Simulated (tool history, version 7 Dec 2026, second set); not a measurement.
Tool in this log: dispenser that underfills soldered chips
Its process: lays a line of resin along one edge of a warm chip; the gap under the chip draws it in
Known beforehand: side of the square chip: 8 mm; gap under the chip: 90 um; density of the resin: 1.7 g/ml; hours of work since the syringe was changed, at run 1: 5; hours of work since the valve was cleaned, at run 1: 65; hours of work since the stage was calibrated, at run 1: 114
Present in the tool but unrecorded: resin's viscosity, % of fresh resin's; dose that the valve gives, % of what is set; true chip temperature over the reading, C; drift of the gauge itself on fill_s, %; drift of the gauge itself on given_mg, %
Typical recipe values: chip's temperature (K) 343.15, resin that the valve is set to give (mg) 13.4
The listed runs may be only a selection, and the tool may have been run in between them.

run	hour	chip's temperature (K)	resin that the valve is set to give (mg)	hours of work since the syringe was changed	hours of work since the valve was cleaned	hours of work since the stage was calibrated	time until the resin shows at the far edge (s)	resin that the valve gave (mg)
1	0	343.15	13.4	5	65	114	99.7	12.7
# hour 1.6: new syringe of resin
2	5.2	343.15	13.4	2	68	117	82.2	12.86
# hour 11.5: new syringe of resin
3	14.1	343.15	13.4	2	74	123	77.4	12.74
# hour 21.2: new syringe of resin
4	22.9	343.15	13.4	1	80	129	74.4	12.63
# hour 31: new syringe of resin
5	33.1	343.15	17.3	1	86	135	71.9	16.32
# hour 40.4: new syringe of resin
6	43.3	343.15	17.3	2	93	142	77.8	16.26
7	48.3	343.15	13.4	5	96	145	104.7	12.56
# hour 50.2: new syringe of resin
8	57	343.15	13.4	5	102	151	98.6	12.45
# hour 59.7: new syringe of resin
9	67.1	343.15	13.4	5	109	158	100.7	12.42
# hour 69.2: new syringe of resin
10	72.2	343.15	13.4	2	112	161	79.7	12.41
# hour 79.1: new syringe of resin
11	80.7	343.15	13.4	1	117	166	75.3	12.38
# hour 88.8: new syringe of resin
12	89.7	351.15	12.3	1	123	172	53.9	11.33
# hour 94.5: dispensing valve cleaned and set on the balance
# hour 99.5: new syringe of resin
13	101.8	349.15	16.8	2	5	180	55.3	16.84
14	107.6	328.15	13.5	5	9	183	211.2	13.53
# hour 108.6: new syringe of resin
# hour 118.4: new syringe of resin
15	118.6	347.15	12.3	0	16	191	60	12.22
16	127	347.15	12.3	6	21	196	91.1	12.02
# hour 127.8: new syringe of resin
# hour 137.2: new syringe of resin
17	137.4	328.15	15.6	0	28	203	140.9	15.24
18	144.4	344.15	15.1	5	33	207	88.7	14.65
# hour 146.7: new syringe of resin
19	153.5	348.15	16.2	5	39	213	76.1	15.78
# hour 156.7: new syringe of resin
20	158.6	348.15	16.2	1	42	217	58.8	15.72
# hour 165.9: new syringe of resin
21	169	352.15	16.2	2	49	223	51	15.61
# hour 175.7: new syringe of resin
22	179.9	352.15	16.2	3	56	231	57.1	15.73

4 ways to go on from here, each from the tool as it stands after run 22. What would each give?
# hour 185.2: new syringe of resin
A	190.3	358.15	14.4	3	63	237	?	?
# hour 185.2: new syringe of resin
B	190.3	343.15	15.6	3	63	237	?	?
# hour 185.2: new syringe of resin
C	190.3	332.15	12.4	3	63	237	?	?
# hour 185.2: new syringe of resin
D	190.3	358.15	15.1	3	63	237	?	?

run	time until the resin shows at the far edge (s)	resin that the valve gave (mg)
A	45.3	13.68
B	88.2	14.98
C	159.8	11.92
D	44.7	14.35
With no hidden state in the tool, these same runs would have given:
run	time until the resin shows at the far edge (s)	resin that the valve gave (mg)
A	33.1	14.33
B	64.6	15.68
C	115.3	12.48
D	32.7	15.02
